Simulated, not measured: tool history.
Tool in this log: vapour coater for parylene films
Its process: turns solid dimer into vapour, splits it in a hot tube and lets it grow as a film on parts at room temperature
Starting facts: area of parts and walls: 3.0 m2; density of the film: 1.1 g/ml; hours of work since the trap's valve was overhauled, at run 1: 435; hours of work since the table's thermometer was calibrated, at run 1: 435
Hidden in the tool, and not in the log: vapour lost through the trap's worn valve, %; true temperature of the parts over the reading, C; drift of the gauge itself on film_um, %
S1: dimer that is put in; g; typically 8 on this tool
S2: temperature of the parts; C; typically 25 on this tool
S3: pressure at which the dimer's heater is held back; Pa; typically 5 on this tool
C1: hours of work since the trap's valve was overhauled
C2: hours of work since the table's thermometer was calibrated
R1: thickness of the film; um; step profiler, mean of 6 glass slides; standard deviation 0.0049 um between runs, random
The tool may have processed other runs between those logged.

run   hour  S1  S2     S3   C1   C2     R1
  1      0   8  25      5  435  435  1.613
  2   19.1   8  25      5  444  444  1.611
  3   34.4   8  25      5  452  452  1.612
  4   49.7   8  25      5  460  460  1.607
  5   64.1   8  25      5  467  467  1.602
  6   73.3   3  25      5  472  472  0.615
  7   84.4   3  25      5  477  477  0.599
  8   95.4   3  25      5  483  483  0.599
  9  105.7   3  25      5  488  488   0.61
 10  124.9   3  25      5  498  498  0.605
 11  142.8   3  25      5  507  507    0.6
     151.3  -- trap's valve overhauled
 12  163.9   3  25      5    6  515  0.579
 13  174.1   8  25      5   12  521  1.546
 14  185.9   3  25      5   17  527  0.583
 15  195.5   3  25      5   22  531  0.586
 16    211   8  25   9.68   30  539  1.381
     222.6  -- trap's valve overhauled, once more
 17  225.4  13  32      5    1  544  2.443
 18  240.9  13  32      5    9  552   2.44
 19  254.7  11  19  10.82   16  559  2.362
 20  270.4  11  19  10.82   24  567  2.357
 21    292  11  19  10.82   35  578  2.343
 22  313.8   4  25   3.83   46  589  0.898
 23  322.9   8  23   2.38   51  594  2.028
 24  334.9   8  23   2.38   57  600   2.02
 25  346.5   8  23   2.38   63  606  2.016
 26  357.6   4  25   3.69   68  611  0.905
 27    367   4  20   6.83   73  616  0.907
 28  388.4  12  26  10.93   84  627  2.216
 29  407.9  12  26  10.93   94  637  2.206
 30  417.1  10  26   3.36   98  641  2.241

Per-run results on a tool with no hidden state, each run keeping its own random variation:
run     R1
  1  1.713
  2  1.714
  3  1.716
  4  1.713
  5   1.71
  6  0.656
  7   0.64
  8  0.641
  9  0.652
 10  0.648
 11  0.644
 12  0.642
 13  1.715
 14  0.647
 15  0.651
 16  1.536
 17  2.416
 18  2.416
 19  2.341
 20  2.339
 21  2.328
 22  0.894
 23  2.019
 24  2.013
 25  2.011
 26  0.903
 27  0.906
 28  2.217
 29   2.21
 30  2.246
